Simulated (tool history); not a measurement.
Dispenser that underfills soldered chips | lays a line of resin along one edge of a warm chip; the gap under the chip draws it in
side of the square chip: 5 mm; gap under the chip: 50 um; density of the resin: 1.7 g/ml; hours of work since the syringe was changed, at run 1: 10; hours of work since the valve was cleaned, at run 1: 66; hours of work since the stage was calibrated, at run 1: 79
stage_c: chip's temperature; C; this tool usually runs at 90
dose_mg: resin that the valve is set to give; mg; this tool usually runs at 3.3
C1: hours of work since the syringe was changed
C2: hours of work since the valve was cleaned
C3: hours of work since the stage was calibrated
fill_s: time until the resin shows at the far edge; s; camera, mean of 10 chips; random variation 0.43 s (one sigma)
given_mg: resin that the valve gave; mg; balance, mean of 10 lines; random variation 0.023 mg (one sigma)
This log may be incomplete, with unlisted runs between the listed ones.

run 1 hour=0 | stage_c=90 dose_mg=3.3 | C1=10 C2=66 C3=79 | fill_s=69.2 given_mg=3.07
-- hour=1.3 new syringe of resin
run 2 hour=5.1 | stage_c=90 dose_mg=3.3 | C1=3 C2=70 C3=82 | fill_s=37.7 given_mg=3.11
run 3 hour=9.5 | stage_c=90 dose_mg=3.3 | C1=6 C2=73 C3=86 | fill_s=48.5 given_mg=3.09
run 4 hour=16.5 | stage_c=90 dose_mg=3.3 | C1=11 C2=78 C3=91 | fill_s=74.1 given_mg=3.06
-- hour=17.3 new syringe of resin
run 5 hour=21.6 | stage_c=90 dose_mg=3.3 | C1=3 C2=82 C3=94 | fill_s=37.4 given_mg=3.1
run 6 hour=25.6 | stage_c=83 dose_mg=3.3 | C1=6 C2=85 C3=97 | fill_s=57.1 given_mg=3.1
run 7 hour=28.6 | stage_c=77 dose_mg=3.3 | C1=8 C2=87 C3=99 | fill_s=82.4 given_mg=3.04
-- hour=32.8 new syringe of resin
run 8 hour=33.1 | stage_c=77 dose_mg=3.3 | C1=0 C2=90 C3=102 | fill_s=42.3 given_mg=3.05
run 9 hour=36 | stage_c=88 dose_mg=3.3 | C1=2 C2=92 C3=105 | fill_s=37 given_mg=3.07
run 10 hour=39.7 | stage_c=88 dose_mg=3.3 | C1=5 C2=95 C3=107 | fill_s=47.1 given_mg=3.05
run 11 hour=43.5 | stage_c=88 dose_mg=3.3 | C1=8 C2=98 C3=110 | fill_s=58.2 given_mg=2.99
-- hour=48.6 new syringe of resin
run 12 hour=50.2 | stage_c=90 dose_mg=3.3 | C1=1 C2=102 C3=115 | fill_s=32.4 given_mg=3
run 13 hour=55.6 | stage_c=90 dose_mg=3.3 | C1=5 C2=106 C3=119 | fill_s=45.3 given_mg=3.02
run 14 hour=62.1 | stage_c=90 dose_mg=3.3 | C1=10 C2=111 C3=124 | fill_s=64.8 given_mg=2.93
-- hour=64.6 new syringe of resin
run 15 hour=67.9 | stage_c=90 dose_mg=3.3 | C1=2 C2=115 C3=128 | fill_s=35.4 given_mg=3
-- hour=71.7 dispensing valve cleaned and set on the balance
run 16 hour=72.3 | stage_c=85 dose_mg=3.3 | C1=5 C2=0 C3=130 | fill_s=49.3 given_mg=3.31
run 17 hour=76.3 | stage_c=90 dose_mg=3.39 | C1=8 C2=3 C3=133 | fill_s=55.1 given_mg=3.36
run 18 hour=79.4 | stage_c=90 dose_mg=2.85 | C1=10 C2=6 C3=135 | fill_s=68.3 given_mg=2.83
-- hour=81.4 new syringe of resin
run 19 hour=85.5 | stage_c=90 dose_mg=2.85 | C1=3 C2=10 C3=139 | fill_s=39 given_mg=2.83
run 20 hour=89.5 | stage_c=86 dose_mg=4.15 | C1=6 C2=13 C3=142 | fill_s=51.6 given_mg=4.11
run 21 hour=95.7 | stage_c=103 dose_mg=3.3 | C1=11 C2=17 C3=147 | fill_s=48.1 given_mg=3.26
-- hour=97.3 new syringe of resin
run 22 hour=100 | stage_c=103 dose_mg=3.3 | C1=2 C2=20 C3=150 | fill_s=23.8 given_mg=3.22
run 23 hour=106.6 | stage_c=91 dose_mg=3.78 | C1=7 C2=25 C3=155 | fill_s=48.7 given_mg=3.67
run 24 hour=111.7 | stage_c=103 dose_mg=4.18 | C1=11 C2=29 C3=158 | fill_s=47.3 given_mg=4.05
-- hour=112.9 new syringe of resin
run 25 hour=117.2 | stage_c=103 dose_mg=4.18 | C1=3 C2=33 C3=162 | fill_s=26 given_mg=4.08
run 26 hour=121.3 | stage_c=94 dose_mg=2.89 | C1=6 C2=36 C3=165 | fill_s=44.7 given_mg=2.78
run 27 hour=126.4 | stage_c=101 dose_mg=3.03 | C1=10 C2=39 C3=169 | fill_s=49.5 given_mg=2.92
-- hour=128.4 new syringe of resin
run 28 hour=133.1 | stage_c=90 dose_mg=3.1 | C1=3 C2=44 C3=174 | fill_s=39.8 given_mg=2.98
run 29 hour=139.4 | stage_c=90 dose_mg=3.1 | C1=8 C2=49 C3=178 | fill_s=58.1 given_mg=2.97
run 30 hour=143.5 | stage_c=76 dose_mg=4.26 | C1=11 C2=52 C3=181 | fill_s=107.1 given_mg=4.07
-- hour=144.3 new syringe of resin
run 31 hour=149.7 | stage_c=91 dose_mg=4.08 | C1=4 C2=56 C3=186 | fill_s=39.9 given_mg=3.87
run 32 hour=154.9 | stage_c=92 dose_mg=3.24 | C1=8 C2=60 C3=190 | fill_s=52.3 given_mg=3.06
-- hour=160 new syringe of resin
run 33 hour=161.4 | stage_c=98 dose_mg=3.94 | C1=1 C2=64 C3=194 | fill_s=24.7 given_mg=3.73
run 34 hour=164.6 | stage_c=90 dose_mg=3.73 | C1=3 C2=67 C3=196 | fill_s=37.1 given_mg=3.52
run 35 hour=168.7 | stage_c=91 dose_mg=4.05 | C1=6 C2=70 C3=199 | fill_s=45.2 given_mg=3.79
run 36 hour=174.4 | stage_c=93 dose_mg=3.1 | C1=11 C2=74 C3=204 | fill_s=62.3 given_mg=2.91
-- hour=175.9 new syringe of resin
run 37 hour=181.4 | stage_c=93 dose_mg=3.1 | C1=4 C2=79 C3=209 | fill_s=37.5 given_mg=2.88

Across each entry between runs, compare the hidden state at the last listed run before it with the hidden state at the first listed run after it:
Between runs 1 and 2: new syringe of resin (hour 1.3)
  resin's viscosity, % of fresh resin's: 233.5 -> 125.4; dose that the valve gives, % of what is set: 94.26 -> 93.95; true chip temperature over the reading, C: 0.58 -> 0.61
  measured value less the no-hidden-state value, fill_s: +39.3 -> +7.5 s; given_mg: -0.19 -> -0.2 mg
Between runs 4 and 5: new syringe of resin (hour 17.3)
  resin's viscosity, % of fresh resin's: 245.9 -> 126.2; dose that the valve gives, % of what is set: 93.2 -> 92.88; true chip temperature over the reading, C: 0.68 -> 0.7
  measured value less the no-hidden-state value, fill_s: +43.5 -> +7.6 s; given_mg: -0.23 -> -0.23 mg
Between runs 7 and 8: new syringe of resin (hour 32.8)
  resin's viscosity, % of fresh resin's: 191.1 -> 99.9; dose that the valve gives, % of what is set: 92.41 -> 92.15; true chip temperature over the reading, C: 0.74 -> 0.77
  measured value less the no-hidden-state value, fill_s: +38.8 -> -0.5 s; given_mg: -0.25 -> -0.26 mg
Between runs 11 and 12: new syringe of resin (hour 48.6)
  resin's viscosity, % of fresh resin's: 185.3 -> 109.1; dose that the valve gives, % of what is set: 91.48 -> 91.07; true chip temperature over the reading, C: 0.83 -> 0.87
  measured value less the no-hidden-state value, fill_s: +26.5 -> +2.4 s; given_mg: -0.29 -> -0.3 mg
Between runs 14 and 15: new syringe of resin (hour 64.6)
  resin's viscosity, % of fresh resin's: 220.8 -> 120.8; dose that the valve gives, % of what is set: 90.31 -> 89.97; true chip temperature over the reading, C: 0.94 -> 0.97
  measured value less the no-hidden-state value, fill_s: +35.4 -> +5.9 s; given_mg: -0.32 -> -0.33 mg
Between runs 15 and 16: dispensing valve cleaned and set on the balance (hour 71.7)
  resin's viscosity, % of fresh resin's: 120.8 -> 147.7; dose that the valve gives, % of what is set: 89.97 -> 99.79; true chip temperature over the reading, C: 0.97 -> 0.99
  measured value less the no-hidden-state value, fill_s: +5.9 -> +15 s; given_mg: -0.33 -> -0.01 mg
Between runs 18 and 19: new syringe of resin (hour 81.4)
  resin's viscosity, % of fresh resin's: 225.6 -> 126; dose that the valve gives, % of what is set: 99.34 -> 98.98; true chip temperature over the reading, C: 1.03 -> 1.06
  measured value less the no-hidden-state value, fill_s: +37.1 -> +7.2 s; given_mg: -0.02 -> -0.03 mg
Between runs 21 and 22: new syringe of resin (hour 97.3)
  resin's viscosity, % of fresh resin's: 232 -> 116.6; dose that the valve gives, % of what is set: 98.31 -> 98.06; true chip temperature over the reading, C: 1.12 -> 1.14
  measured value less the no-hidden-state value, fill_s: +27 -> +2.9 s; given_mg: -0.05 -> -0.07 mg
Between runs 24 and 25: new syringe of resin (hour 112.9)
  resin's viscosity, % of fresh resin's: 232.8 -> 129.8; dose that the valve gives, % of what is set: 97.31 -> 97; true chip temperature over the reading, C: 1.21 -> 1.24
  measured value less the no-hidden-state value, fill_s: +26.5 -> +5.4 s; given_mg: -0.11 -> -0.13 mg
Between runs 27 and 28: new syringe of resin (hour 128.4)
  resin's viscosity, % of fresh resin's: 223.5 -> 133.6; dose that the valve gives, % of what is set: 96.37 -> 95.95; true chip temperature over the reading, C: 1.29 -> 1.33
  measured value less the no-hidden-state value, fill_s: +26.9 -> +9.1 s; given_mg: -0.11 -> -0.12 mg
Between runs 30 and 31: new syringe of resin (hour 144.3)
  resin's viscosity, % of fresh resin's: 248.3 -> 140.4; dose that the valve gives, % of what is set: 95.26 -> 94.89; true chip temperature over the reading, C: 1.39 -> 1.42
  measured value less the no-hidden-state value, fill_s: +62.2 -> +10.3 s; given_mg: -0.2 -> -0.21 mg
Between runs 32 and 33: new syringe of resin (hour 160)
  resin's viscosity, % of fresh resin's: 190.6 -> 106.4; dose that the valve gives, % of what is set: 94.59 -> 94.2; true chip temperature over the reading, C: 1.45 -> 1.49
  measured value less the no-hidden-state value, fill_s: +24.2 -> +0.6 s; given_mg: -0.17 -> -0.23 mg
Between runs 36 and 37: new syringe of resin (hour 175.9)
  resin's viscosity, % of fresh resin's: 230.7 -> 137.7; dose that the valve gives, % of what is set: 93.36 -> 92.91; true chip temperature over the reading, C: 1.56 -> 1.6
  measured value less the no-hidden-state value, fill_s: +34.8 -> +9.6 s; given_mg: -0.21 -> -0.22 mg
